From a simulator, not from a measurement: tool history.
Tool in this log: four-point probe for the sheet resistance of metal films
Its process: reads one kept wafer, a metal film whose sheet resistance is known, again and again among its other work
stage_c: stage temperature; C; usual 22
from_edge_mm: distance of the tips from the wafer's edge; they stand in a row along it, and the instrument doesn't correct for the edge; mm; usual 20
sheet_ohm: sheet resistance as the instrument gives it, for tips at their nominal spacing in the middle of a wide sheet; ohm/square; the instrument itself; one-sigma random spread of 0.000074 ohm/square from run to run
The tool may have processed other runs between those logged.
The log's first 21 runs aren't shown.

{"run": 22, "day": 60.862, "stage_c": 22, "from_edge_mm": 41, "sheet_ohm": 0.368161}
{"run": 23, "day": 63.275, "stage_c": 30, "from_edge_mm": 41, "sheet_ohm": 0.366804}
{"run": 24, "day": 65.375, "stage_c": 30, "from_edge_mm": 41, "sheet_ohm": 0.366836}
{"run": 25, "day": 69.246, "stage_c": 30, "from_edge_mm": 41, "sheet_ohm": 0.366841}
{"run": 26, "day": 71.075, "stage_c": 23, "from_edge_mm": 10, "sheet_ohm": 0.368647}
{"run": 27, "day": 75.492, "stage_c": 23, "from_edge_mm": 10, "sheet_ohm": 0.368683}
{"run": 28, "day": 77.267, "stage_c": 20, "from_edge_mm": 4, "sheet_ohm": 0.373338}
{"run": 29, "day": 80.583, "stage_c": 22, "from_edge_mm": 4, "sheet_ohm": 0.372944}
{"run": 30, "day": 82.833, "stage_c": 22, "from_edge_mm": 4, "sheet_ohm": 0.37307}
{"run": 31, "day": 86.846, "stage_c": 22, "from_edge_mm": 4, "sheet_ohm": 0.373098}
{"run": 32, "day": 90.35, "stage_c": 19, "from_edge_mm": 7, "sheet_ohm": 0.370337}
{"day": 90.562, "done": "stage's thermometer calibrated"}
{"run": 33, "day": 94.371, "stage_c": 19, "from_edge_mm": 7, "sheet_ohm": 0.370266}
{"run": 34, "day": 97.95, "stage_c": 19, "from_edge_mm": 7, "sheet_ohm": 0.370365}
{"run": 35, "day": 100.312, "stage_c": 32, "from_edge_mm": 19, "sheet_ohm": 0.366568}
{"run": 36, "day": 104.15, "stage_c": 25, "from_edge_mm": 20, "sheet_ohm": 0.367687}
{"run": 37, "day": 107.346, "stage_c": 22, "from_edge_mm": 17, "sheet_ohm": 0.368413}
{"run": 38, "day": 109.938, "stage_c": 27, "from_edge_mm": 33, "sheet_ohm": 0.36732}
{"run": 39, "day": 113.612, "stage_c": 25, "from_edge_mm": 5, "sheet_ohm": 0.370696}
{"run": 40, "day": 115.438, "stage_c": 25, "from_edge_mm": 5, "sheet_ohm": 0.370708}
{"run": 41, "day": 117.467, "stage_c": 29, "from_edge_mm": 5, "sheet_ohm": 0.370067}
{"run": 42, "day": 120.496, "stage_c": 27, "from_edge_mm": 5, "sheet_ohm": 0.370435}
{"run": 43, "day": 123.221, "stage_c": 27, "from_edge_mm": 5, "sheet_ohm": 0.370508}
{"run": 44, "day": 125.883, "stage_c": 27, "from_edge_mm": 5, "sheet_ohm": 0.370322}
{"run": 45, "day": 127.921, "stage_c": 23, "from_edge_mm": 40, "sheet_ohm": 0.368009}

What if the next run were any one of these 3? Each begins from the tool's condition after run 45:
{"run": "A", "day": 130.746, "stage_c": 30, "from_edge_mm": 14, "sheet_ohm": "?"}
{"run": "B", "day": 130.746, "stage_c": 24, "from_edge_mm": 17, "sheet_ohm": "?"}
{"run": "C", "day": 130.746, "stage_c": 21, "from_edge_mm": 20, "sheet_ohm": "?"}

run=A sheet_ohm=0.367130
run=B sheet_ohm=0.368162
run=C sheet_ohm=0.368559
With no hidden state in the tool, these same runs would have given:
run=A sheet_ohm=0.367079
run=B sheet_ohm=0.368111
run=C sheet_ohm=0.368508
